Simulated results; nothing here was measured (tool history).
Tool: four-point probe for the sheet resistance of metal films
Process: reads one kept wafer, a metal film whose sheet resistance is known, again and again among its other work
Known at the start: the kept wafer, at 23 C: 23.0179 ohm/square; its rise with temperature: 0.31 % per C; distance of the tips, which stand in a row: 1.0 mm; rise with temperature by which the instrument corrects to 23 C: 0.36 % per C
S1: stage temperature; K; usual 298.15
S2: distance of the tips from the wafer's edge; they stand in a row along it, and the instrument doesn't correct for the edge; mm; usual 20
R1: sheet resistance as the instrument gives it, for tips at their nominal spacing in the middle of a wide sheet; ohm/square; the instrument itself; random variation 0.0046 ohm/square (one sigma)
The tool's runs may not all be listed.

{"run": 1, "hour": 0.0, "S1": 298.15, "S2": 20, "R1": 23.123589}
{"run": 2, "hour": 21.7, "S1": 298.15, "S2": 20, "R1": 23.132336}
{"run": 3, "hour": 37.7, "S1": 298.15, "S2": 6, "R1": 23.432264}
{"run": 4, "hour": 57.4, "S1": 298.15, "S2": 6, "R1": 23.433781}
{"run": 5, "hour": 88.4, "S1": 298.15, "S2": 30, "R1": 23.121526}
{"run": 6, "hour": 115.4, "S1": 308.15, "S2": 20, "R1": 23.014605}
{"run": 7, "hour": 138.9, "S1": 298.15, "S2": 20, "R1": 23.134029}
{"run": 8, "hour": 155.7, "S1": 298.15, "S2": 20, "R1": 23.137255}
{"run": 9, "hour": 177.1, "S1": 298.15, "S2": 20, "R1": 23.137836}
{"run": 10, "hour": 198.1, "S1": 298.15, "S2": 20, "R1": 23.143385}
{"run": 11, "hour": 228.3, "S1": 298.15, "S2": 9, "R1": 23.260285}
{"run": 12, "hour": 261.5, "S1": 299.15, "S2": 9, "R1": 23.249514}
{"run": 13, "hour": 296.2, "S1": 299.15, "S2": 9, "R1": 23.252642}
{"run": 14, "hour": 331.6, "S1": 299.15, "S2": 9, "R1": 23.248407}
{"run": 15, "hour": 354.1, "S1": 298.15, "S2": 5, "R1": 23.605441}
{"run": 16, "hour": 379.7, "S1": 298.15, "S2": 4, "R1": 23.863798}
{"run": 17, "hour": 396.0, "S1": 298.15, "S2": 4, "R1": 23.86767}
{"run": 18, "hour": 413.9, "S1": 298.15, "S2": 30, "R1": 23.126355}
{"run": 19, "hour": 430.5, "S1": 298.15, "S2": 20, "R1": 23.149337}
{"run": 20, "hour": 466.8, "S1": 298.15, "S2": 6, "R1": 23.45386}
{"run": 21, "hour": 497.9, "S1": 298.15, "S2": 6, "R1": 23.450776}
{"run": 22, "hour": 529.8, "S1": 298.15, "S2": 6, "R1": 23.466846}
{"run": 23, "hour": 549.0, "S1": 298.15, "S2": 6, "R1": 23.463713}
{"run": 24, "hour": 584.5, "S1": 298.15, "S2": 6, "R1": 23.469387}
{"run": 25, "hour": 615.7, "S1": 294.15, "S2": 27, "R1": 23.188443}
{"hour": 618.3, "done": "stage's thermometer calibrated"}
{"run": 26, "hour": 644.5, "S1": 298.15, "S2": 22, "R1": 23.167864}
{"run": 27, "hour": 666.2, "S1": 298.15, "S2": 30, "R1": 23.165276}
{"run": 28, "hour": 689.2, "S1": 293.15, "S2": 24, "R1": 23.222358}
{"hour": 691.7, "done": "stage's thermometer calibrated, once more"}
{"run": 29, "hour": 711.1, "S1": 293.15, "S2": 74, "R1": 23.146278}
{"run": 30, "hour": 741.7, "S1": 298.15, "S2": 20, "R1": 23.126625}
{"run": 31, "hour": 770.9, "S1": 307.15, "S2": 37, "R1": 22.998839}
{"run": 32, "hour": 798.7, "S1": 306.15, "S2": 32, "R1": 23.021782}
{"run": 33, "hour": 836.4, "S1": 299.15, "S2": 4, "R1": 23.833831}
{"run": 34, "hour": 866.4, "S1": 308.15, "S2": 8, "R1": 23.174631}
{"run": 35, "hour": 892.6, "S1": 296.15, "S2": 55, "R1": 23.124976}
{"run": 36, "hour": 913.9, "S1": 298.15, "S2": 15, "R1": 23.151113}
{"run": 37, "hour": 943.5, "S1": 298.15, "S2": 15, "R1": 23.148532}
{"run": 38, "hour": 964.6, "S1": 298.15, "S2": 6, "R1": 23.443386}
{"run": 39, "hour": 999.8, "S1": 298.15, "S2": 6, "R1": 23.447671}
{"run": 40, "hour": 1029.1, "S1": 302.15, "S2": 53, "R1": 23.067989}
{"run": 41, "hour": 1045.5, "S1": 302.15, "S2": 53, "R1": 23.06466}
{"run": 42, "hour": 1064.4, "S1": 302.15, "S2": 65, "R1": 23.068472}
{"run": 43, "hour": 1098.5, "S1": 302.15, "S2": 65, "R1": 23.065739}
{"run": 44, "hour": 1126.0, "S1": 294.15, "S2": 4, "R1": 23.910948}

Hidden state or all else? Some run-to-run changes of R1, split into what the settings, what came in and random variation would give without the hidden state, and what is left for the hidden state (with any gauge scatter that isn't in both results):
The hidden state here: inner tips' distance over the nominal, %; tips' flats over new ones', %; wafer's true temperature over the reading, C; drift of the gauge itself on sheet_ohm, %.
Run 17 -> 18: S2 4 -> 30. R1 -0.741315 ohm/square: hidden state -0.002831, all else -0.738484.
Run 25 -> 26: S1 294.15 -> 298.15, S2 27 -> 22, stage's thermometer calibrated. R1 -0.020579 ohm/square: hidden state +0.014883, all else -0.035462.
Run 28 -> 29: S2 24 -> 74, stage's thermometer calibrated, once more. R1 -0.076080 ohm/square: hidden state -0.056095, all else -0.019985.
Run 32 -> 33: S1 306.15 -> 299.15, S2 32 -> 4. R1 +0.812049 ohm/square: hidden state +0.004951, all else +0.807098.
Run 43 -> 44: S1 302.15 -> 294.15, S2 65 -> 4. R1 +0.845209 ohm/square: hidden state +0.005256, all else +0.839953.
